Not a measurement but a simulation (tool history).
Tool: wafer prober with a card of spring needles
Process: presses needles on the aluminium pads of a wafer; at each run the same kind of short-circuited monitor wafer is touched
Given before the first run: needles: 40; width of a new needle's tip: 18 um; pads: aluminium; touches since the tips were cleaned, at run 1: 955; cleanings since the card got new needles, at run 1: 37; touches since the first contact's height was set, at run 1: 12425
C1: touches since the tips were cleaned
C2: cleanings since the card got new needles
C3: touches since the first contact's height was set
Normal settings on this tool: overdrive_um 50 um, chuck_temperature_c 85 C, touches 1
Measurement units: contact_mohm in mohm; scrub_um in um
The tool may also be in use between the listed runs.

Run 1, hour 0: usual settings; C1 955; C2 37; C3 12425. Result: contact_mohm 292 mohm, scrub_um 7.893 um.
At hour 13.5: tips cleaned on abrasive film.
At hour 29.3: tips cleaned on abrasive film.
Run 2, hour 38.7: usual settings; C1 4806; C2 39; C3 32233. Result: contact_mohm 456 mohm, scrub_um 7.877 um.
At hour 45.7: tips cleaned on abrasive film.
At hour 62.7: tips cleaned on abrasive film.
Run 3, hour 71.9: usual settings; C1 4747; C2 41; C3 49253. Result: contact_mohm 470 mohm, scrub_um 7.868 um.
At hour 79.1: tips cleaned on abrasive film.
At hour 95.7: tips cleaned on abrasive film.
At hour 114.4: tips cleaned on abrasive film.
Run 4, hour 120.3: usual settings; C1 3039; C2 44; C3 74032. Result: contact_mohm 388 mohm, scrub_um 7.83 um.
At hour 130.6: tips cleaned on abrasive film.
Run 5, hour 145.3: usual settings but chuck_temperature_c 55 C; C1 7583; C2 45; C3 86850. Result: contact_mohm 548 mohm, scrub_um 7.811 um.
At hour 149.1: tips cleaned on abrasive film.
At hour 165.4: tips cleaned on abrasive film.
Run 6, hour 177.9: usual settings; C1 6431; C2 47; C3 103546. Result: contact_mohm 511 mohm, scrub_um 7.802 um.
At hour 180.4: tips cleaned on abrasive film.
At hour 198.2: tips cleaned on abrasive film.
At hour 215.3: tips cleaned on abrasive film.
Run 7, hour 225.4: usual settings; C1 5187; C2 50; C3 127865. Result: contact_mohm 483 mohm, scrub_um 7.758 um.
At hour 232.1: tips cleaned on abrasive film.
At hour 248.4: tips cleaned on abrasive film.
At hour 266.3: tips cleaned on abrasive film.
Run 8, hour 269.1: usual settings; C1 1455; C2 53; C3 150242. Result: contact_mohm 353 mohm, scrub_um 7.742 um.
At hour 283: tips cleaned on abrasive film.
At hour 293.6: height of the first contact set anew.
At hour 300: tips cleaned on abrasive film.
At hour 315.7: tips cleaned on abrasive film.
Run 9, hour 315.7: usual settings; C1 0; C2 56; C3 11277. Result: contact_mohm 225 mohm, scrub_um 7.895 um.
At hour 332.6: tips cleaned on abrasive film.
At hour 349.9: tips cleaned on abrasive film.
Run 10, hour 354.2: usual settings; C1 2211; C2 58; C3 30980. Result: contact_mohm 375 mohm, scrub_um 7.853 um.
At hour 365.4: tips cleaned on abrasive film.
At hour 382.8: tips cleaned on abrasive film.
At hour 398.8: tips cleaned on abrasive film.
Run 11, hour 405.4: usual settings but overdrive_um 34 um; C1 3401; C2 61; C3 57227. Result: contact_mohm 656 mohm, scrub_um 5.31 um.
At hour 416.2: tips cleaned on abrasive film.
At hour 432.8: tips cleaned on abrasive film.
Run 12, hour 432.8: usual settings but overdrive_um 34 um; C1 0; C2 63; C3 71222. Result: contact_mohm 246 mohm, scrub_um 5.297 um.
At hour 448.1: tips cleaned on abrasive film.
At hour 463.5: tips cleaned on abrasive film.
Run 13, hour 466.1: usual settings but overdrive_um 34 um; C1 1317; C2 65; C3 88267. Result: contact_mohm 505 mohm, scrub_um 5.276 um.
At hour 479.5: tips cleaned on abrasive film.
At hour 494.7: tips cleaned on abrasive film.
Run 14, hour 508.9: usual settings but overdrive_um 61 um; C1 7330; C2 67; C3 110235. Result: contact_mohm 427 mohm, scrub_um 9.53 um.
At hour 512.1: tips cleaned on abrasive film.
At hour 528.8: tips cleaned on abrasive film.
Run 15, hour 537.5: usual settings; C1 4453; C2 69; C3 124851. Result: contact_mohm 457 mohm, scrub_um 7.772 um.
At hour 545: tips cleaned on abrasive film.
At hour 561.9: tips cleaned on abrasive film.
Run 16, hour 561.9: usual settings but overdrive_um 38 um, touches 2; C1 0; C2 71; C3 137326. Result: contact_mohm 215 mohm, scrub_um 5.865 um.
At hour 578.6: tips cleaned on abrasive film.
At hour 596: tips cleaned on abrasive film.
Run 17, hour 596.6: usual settings but overdrive_um 41 um; C1 320; C2 73; C3 155086. Result: contact_mohm 281 mohm, scrub_um 6.306 um.
At hour 611.2: tips cleaned on abrasive film.
At hour 611.5: height of the first contact set anew.
At hour 627.3: tips cleaned on abrasive film.
Run 18, hour 634.8: usual settings but chuck_temperature_c 50 C, touches 2; C1 3888; C2 75; C3 11961. Result: contact_mohm 333 mohm, scrub_um 7.901 um.
At hour 642.3: tips cleaned on abrasive film.
At hour 659.6: tips cleaned on abrasive film.
Run 19, hour 660: usual settings; C1 212; C2 77; C3 24847. Result: contact_mohm 217 mohm, scrub_um 7.885 um.
At hour 676.8: tips cleaned on abrasive film.
Run 20, hour 689: usual settings; C1 6250; C2 78; C3 39707. Result: contact_mohm 541 mohm, scrub_um 7.87 um.
At hour 692.8: tips cleaned on abrasive film.
At hour 709.2: tips cleaned on abrasive film.
At hour 724.6: tips cleaned on abrasive film.
Run 21, hour 735.1: usual settings; C1 5432; C2 81; C3 63338. Result: contact_mohm 505 mohm, scrub_um 7.833 um.
At hour 741.1: tips cleaned on abrasive film.
At hour 756.1: tips cleaned on abrasive film.
At hour 771.8: tips cleaned on abrasive film.
Run 22, hour 780.2: usual settings but overdrive_um 45 um, chuck_temperature_c 118 C; C1 4358; C2 84; C3 86420. Result: contact_mohm 525 mohm, scrub_um 7.029 um.
At hour 787.3: tips cleaned on abrasive film.
At hour 805.7: tips cleaned on abrasive film.
Run 23, hour 810.7: usual settings but overdrive_um 33 um, chuck_temperature_c 36 C; C1 2611; C2 86; C3 102018. Result: contact_mohm 732 mohm, scrub_um 5.111 um.
At hour 820.8: tips cleaned on abrasive film.
At hour 838.6: tips cleaned on abrasive film.
Run 24, hour 840: usual settings but overdrive_um 33 um, chuck_temperature_c 36 C; C1 694; C2 88; C3 116988. Result: contact_mohm 398 mohm, scrub_um 5.098 um.
At hour 856: tips cleaned on abrasive film.
At hour 873.5: tips cleaned on abrasive film.
At hour 889.5: tips cleaned on abrasive film.
Run 25, hour 889.5: usual settings but overdrive_um 33 um, chuck_temperature_c 36 C; C1 0; C2 91; C3 142340. Result: contact_mohm 260 mohm, scrub_um 5.085 um.
At hour 907: tips cleaned on abrasive film.
At hour 923.6: tips cleaned on abrasive film.
At hour 927.6: height of the first contact set anew.
Run 26, hour 936.7: usual settings but overdrive_um 31 um, chuck_temperature_c 45 C, touches 3; C1 6575; C2 93; C3 4664. Result: contact_mohm 528 mohm, scrub_um 4.912 um.
At hour 940.5: tips cleaned on abrasive film.
At hour 955.6: tips cleaned on abrasive film.
Run 27, hour 965.3: usual settings but overdrive_um 34 um, chuck_temperature_c 62 C; C1 5019; C2 95; C3 19343. Result: contact_mohm 895 mohm, scrub_um 5.356 um.
At hour 971.9: tips cleaned on abrasive film.
At hour 989.4: tips cleaned on abrasive film.
At hour 1006.5: tips cleaned on abrasive film.
Run 28, hour 1009.3: usual settings but touches 3; C1 1428; C2 98; C3 41836. Result: contact_mohm 238 mohm, scrub_um 7.854 um.
At hour 1023.4: tips cleaned on abrasive film.
At hour 1040.5: tips cleaned on abrasive film.
Run 29, hour 1050.7: usual settings but touches 3; C1 5235; C2 100; C3 63044. Result: contact_mohm 302 mohm, scrub_um 7.849 um.

For each entry between runs, how does the tool's hidden state at the last listed run before it compare with that at the first listed run after it?
Runs 1 to 2: tips cleaned on abrasive film (hour 13.5); tips cleaned on abrasive film (hour 29.3)
  debris on the tips, nm: 45.6 -> 113.9; way that the needles fall short of the set height, um: 0.1 -> 0.2; tips' diameter, um: 18.67 -> 18.71
  difference, measured minus the result without the unlogged condition, contact_mohm: +107 -> +268 mohm; scrub_um: -0.016 -> -0.032 um
Runs 2 to 3: tips cleaned on abrasive film (hour 45.7); tips cleaned on abrasive film (hour 62.7)
  debris on the tips, nm: 113.9 -> 120.4; way that the needles fall short of the set height, um: 0.2 -> 0.32; tips' diameter, um: 18.71 -> 18.75
  difference, measured minus the result without the unlogged condition, contact_mohm: +268 -> +285 mohm; scrub_um: -0.032 -> -0.05 um
Runs 3 to 4: tips cleaned on abrasive film (hour 79.1); tips cleaned on abrasive film (hour 95.7); tips cleaned on abrasive film (hour 114.4)
  debris on the tips, nm: 120.4 -> 85.5; way that the needles fall short of the set height, um: 0.32 -> 0.49; tips' diameter, um: 18.75 -> 18.81
  difference, measured minus the result without the unlogged condition, contact_mohm: +285 -> +204 mohm; scrub_um: -0.05 -> -0.076 um
Runs 4 to 5: tips cleaned on abrasive film (hour 130.6)
  debris on the tips, nm: 85.5 -> 146; way that the needles fall short of the set height, um: 0.49 -> 0.55; tips' diameter, um: 18.81 -> 18.83
  difference, measured minus the result without the unlogged condition, contact_mohm: +204 -> +369 mohm; scrub_um: -0.076 -> -0.087 um
Runs 5 to 6: tips cleaned on abrasive film (hour 149.1); tips cleaned on abrasive film (hour 165.4)
  debris on the tips, nm: 146 -> 135; way that the needles fall short of the set height, um: 0.55 -> 0.67; tips' diameter, um: 18.83 -> 18.87
  difference, measured minus the result without the unlogged condition, contact_mohm: +369 -> +327 mohm; scrub_um: -0.087 -> -0.106 um
Runs 6 to 7: tips cleaned on abrasive film (hour 180.4); tips cleaned on abrasive film (hour 198.2); tips cleaned on abrasive film (hour 215.3)
  debris on the tips, nm: 135 -> 120.9; way that the needles fall short of the set height, um: 0.67 -> 0.85; tips' diameter, um: 18.87 -> 18.94
  difference, measured minus the result without the unlogged condition, contact_mohm: +327 -> +297 mohm; scrub_um: -0.106 -> -0.134 um
Runs 7 to 8: tips cleaned on abrasive film (hour 232.1); tips cleaned on abrasive film (hour 248.4); tips cleaned on abrasive film (hour 266.3)
  debris on the tips, nm: 120.9 -> 67.1; way that the needles fall short of the set height, um: 0.85 -> 1.03; tips' diameter, um: 18.94 -> 19
  difference, measured minus the result without the unlogged condition, contact_mohm: +297 -> +168 mohm; scrub_um: -0.134 -> -0.163 um
Runs 8 to 9: tips cleaned on abrasive film (hour 283); height of the first contact set anew (hour 293.6); tips cleaned on abrasive film (hour 300); tips cleaned on abrasive film (hour 315.7)
  debris on the tips, nm: 67.1 -> 16.5; way that the needles fall short of the set height, um: 1.03 -> 0.12; tips' diameter, um: 19 -> 19.06
  difference, measured minus the result without the unlogged condition, contact_mohm: +168 -> +41 mohm; scrub_um: -0.163 -> -0.019 um
Runs 9 to 10: tips cleaned on abrasive film (hour 332.6); tips cleaned on abrasive film (hour 349.9)
  debris on the tips, nm: 16.5 -> 76.4; way that the needles fall short of the set height, um: 0.12 -> 0.22; tips' diameter, um: 19.06 -> 19.1
  difference, measured minus the result without the unlogged condition, contact_mohm: +41 -> +188 mohm; scrub_um: -0.019 -> -0.035 um
Runs 10 to 11: tips cleaned on abrasive film (hour 365.4); tips cleaned on abrasive film (hour 382.8); tips cleaned on abrasive film (hour 398.8)
  debris on the tips, nm: 76.4 -> 89.5; way that the needles fall short of the set height, um: 0.22 -> 0.36; tips' diameter, um: 19.1 -> 19.15
  difference, measured minus the result without the unlogged condition, contact_mohm: +188 -> +459 mohm; scrub_um: -0.035 -> -0.057 um
Runs 11 to 12: tips cleaned on abrasive film (hour 416.2); tips cleaned on abrasive film (hour 432.8)
  debris on the tips, nm: 89.5 -> 9.8; way that the needles fall short of the set height, um: 0.36 -> 0.48; tips' diameter, um: 19.15 -> 19.19
  difference, measured minus the result without the unlogged condition, contact_mohm: +459 -> +53 mohm; scrub_um: -0.057 -> -0.075 um
Runs 12 to 13: tips cleaned on abrasive film (hour 448.1); tips cleaned on abrasive film (hour 463.5)
  debris on the tips, nm: 9.8 -> 56.8; way that the needles fall short of the set height, um: 0.48 -> 0.59; tips' diameter, um: 19.19 -> 19.23
  difference, measured minus the result without the unlogged condition, contact_mohm: +53 -> +304 mohm; scrub_um: -0.075 -> -0.093 um
Runs 13 to 14: tips cleaned on abrasive film (hour 479.5); tips cleaned on abrasive film (hour 494.7)
  debris on the tips, nm: 56.8 -> 146; way that the needles fall short of the set height, um: 0.59 -> 0.69; tips' diameter, um: 19.23 -> 19.27
  difference, measured minus the result without the unlogged condition, contact_mohm: +304 -> +250 mohm; scrub_um: -0.093 -> -0.109 um
Runs 14 to 15: tips cleaned on abrasive film (hour 512.1); tips cleaned on abrasive film (hour 528.8)
  debris on the tips, nm: 146 -> 108.4; way that the needles fall short of the set height, um: 0.69 -> 0.82; tips' diameter, um: 19.27 -> 19.31
  difference, measured minus the result without the unlogged condition, contact_mohm: +250 -> +273 mohm; scrub_um: -0.109 -> -0.129 um
Runs 15 to 16: tips cleaned on abrasive film (hour 545); tips cleaned on abrasive film (hour 561.9)
  debris on the tips, nm: 108.4 -> 6.4; way that the needles fall short of the set height, um: 0.82 -> 0.91; tips' diameter, um: 19.31 -> 19.34
  difference, measured minus the result without the unlogged condition, contact_mohm: +273 -> +20 mohm; scrub_um: -0.129 -> -0.143 um
Runs 16 to 17: tips cleaned on abrasive film (hour 578.6); tips cleaned on abrasive film (hour 596)
  debris on the tips, nm: 6.4 -> 23.1; way that the needles fall short of the set height, um: 0.91 -> 1.02; tips' diameter, um: 19.34 -> 19.38
  difference, measured minus the result without the unlogged condition, contact_mohm: +20 -> +90 mohm; scrub_um: -0.143 -> -0.16 um
Runs 17 to 18: tips cleaned on abrasive film (hour 611.2); height of the first contact set anew (hour 611.5); tips cleaned on abrasive film (hour 627.3)
  debris on the tips, nm: 23.1 -> 96.7; way that the needles fall short of the set height, um: 1.02 -> 0.07; tips' diameter, um: 19.38 -> 19.42
  difference, measured minus the result without the unlogged condition, contact_mohm: +90 -> +155 mohm; scrub_um: -0.16 -> -0.01 um
Runs 18 to 19: tips cleaned on abrasive film (hour 642.3); tips cleaned on abrasive film (hour 659.6)
  debris on the tips, nm: 96.7 -> 14; way that the needles fall short of the set height, um: 0.07 -> 0.19; tips' diameter, um: 19.42 -> 19.46
  difference, measured minus the result without the unlogged condition, contact_mohm: +155 -> +36 mohm; scrub_um: -0.01 -> -0.03 um
Runs 19 to 20: tips cleaned on abrasive film (hour 676.8)
  debris on the tips, nm: 14 -> 138.5; way that the needles fall short of the set height, um: 0.19 -> 0.23; tips' diameter, um: 19.46 -> 19.48
  difference, measured minus the result without the unlogged condition, contact_mohm: +36 -> +353 mohm; scrub_um: -0.03 -> -0.037 um
Runs 20 to 21: tips cleaned on abrasive film (hour 692.8); tips cleaned on abrasive film (hour 709.2); tips cleaned on abrasive film (hour 724.6)
  debris on the tips, nm: 138.5 -> 123; way that the needles fall short of the set height, um: 0.23 -> 0.38; tips' diameter, um: 19.48 -> 19.53
  difference, measured minus the result without the unlogged condition, contact_mohm: +353 -> +317 mohm; scrub_um: -0.037 -> -0.059 um
Runs 21 to 22: tips cleaned on abrasive film (hour 741.1); tips cleaned on abrasive film (hour 756.1); tips cleaned on abrasive film (hour 771.8)
  debris on the tips, nm: 123 -> 109.9; way that the needles fall short of the set height, um: 0.38 -> 0.53; tips' diameter, um: 19.53 -> 19.58
  difference, measured minus the result without the unlogged condition, contact_mohm: +317 -> +329 mohm; scrub_um: -0.059 -> -0.084 um
Runs 22 to 23: tips cleaned on abrasive film (hour 787.3); tips cleaned on abrasive film (hour 805.7)
  debris on the tips, nm: 109.9 -> 87.1; way that the needles fall short of the set height, um: 0.53 -> 0.63; tips' diameter, um: 19.58 -> 19.62
  difference, measured minus the result without the unlogged condition, contact_mohm: +329 -> +546 mohm; scrub_um: -0.084 -> -0.1 um
Runs 23 to 24: tips cleaned on abrasive film (hour 820.8); tips cleaned on abrasive film (hour 838.6)
  debris on the tips, nm: 87.1 -> 34; way that the needles fall short of the set height, um: 0.63 -> 0.72; tips' diameter, um: 19.62 -> 19.65
  difference, measured minus the result without the unlogged condition, contact_mohm: +546 -> +214 mohm; scrub_um: -0.1 -> -0.114 um
Runs 24 to 25: tips cleaned on abrasive film (hour 856); tips cleaned on abrasive film (hour 873.5); tips cleaned on abrasive film (hour 889.5)
  debris on the tips, nm: 34 -> 11.4; way that the needles fall short of the set height, um: 0.72 -> 0.86; tips' diameter, um: 19.65 -> 19.7
  difference, measured minus the result without the unlogged condition, contact_mohm: +214 -> +76 mohm; scrub_um: -0.114 -> -0.136 um
Runs 25 to 26: tips cleaned on abrasive film (hour 907); tips cleaned on abrasive film (hour 923.6); height of the first contact set anew (hour 927.6)
  debris on the tips, nm: 11.4 -> 137.7; way that the needles fall short of the set height, um: 0.86 -> 0; tips' diameter, um: 19.7 -> 19.73
  difference, measured minus the result without the unlogged condition, contact_mohm: +76 -> +337 mohm; scrub_um: -0.136 -> +0 um
Runs 26 to 27: tips cleaned on abrasive film (hour 940.5); tips cleaned on abrasive film (hour 955.6)
  debris on the tips, nm: 137.7 -> 125.3; way that the needles fall short of the set height, um: 0 -> 0.11; tips' diameter, um: 19.73 -> 19.77
  difference, measured minus the result without the unlogged condition, contact_mohm: +337 -> +704 mohm; scrub_um: +0 -> -0.018 um
Runs 27 to 28: tips cleaned on abrasive film (hour 971.9); tips cleaned on abrasive film (hour 989.4); tips cleaned on abrasive film (hour 1006.5)
  debris on the tips, nm: 125.3 -> 51.4; way that the needles fall short of the set height, um: 0.11 -> 0.28; tips' diameter, um: 19.77 -> 19.83
  difference, measured minus the result without the unlogged condition, contact_mohm: +704 -> +51 mohm; scrub_um: -0.018 -> -0.045 um
Runs 28 to 29: tips cleaned on abrasive film (hour 1023.4); tips cleaned on abrasive film (hour 1040.5)
  debris on the tips, nm: 51.4 -> 123.3; way that the needles fall short of the set height, um: 0.28 -> 0.39; tips' diameter, um: 19.83 -> 19.87
  difference, measured minus the result without the unlogged condition, contact_mohm: +51 -> +118 mohm; scrub_um: -0.045 -> -0.061 um
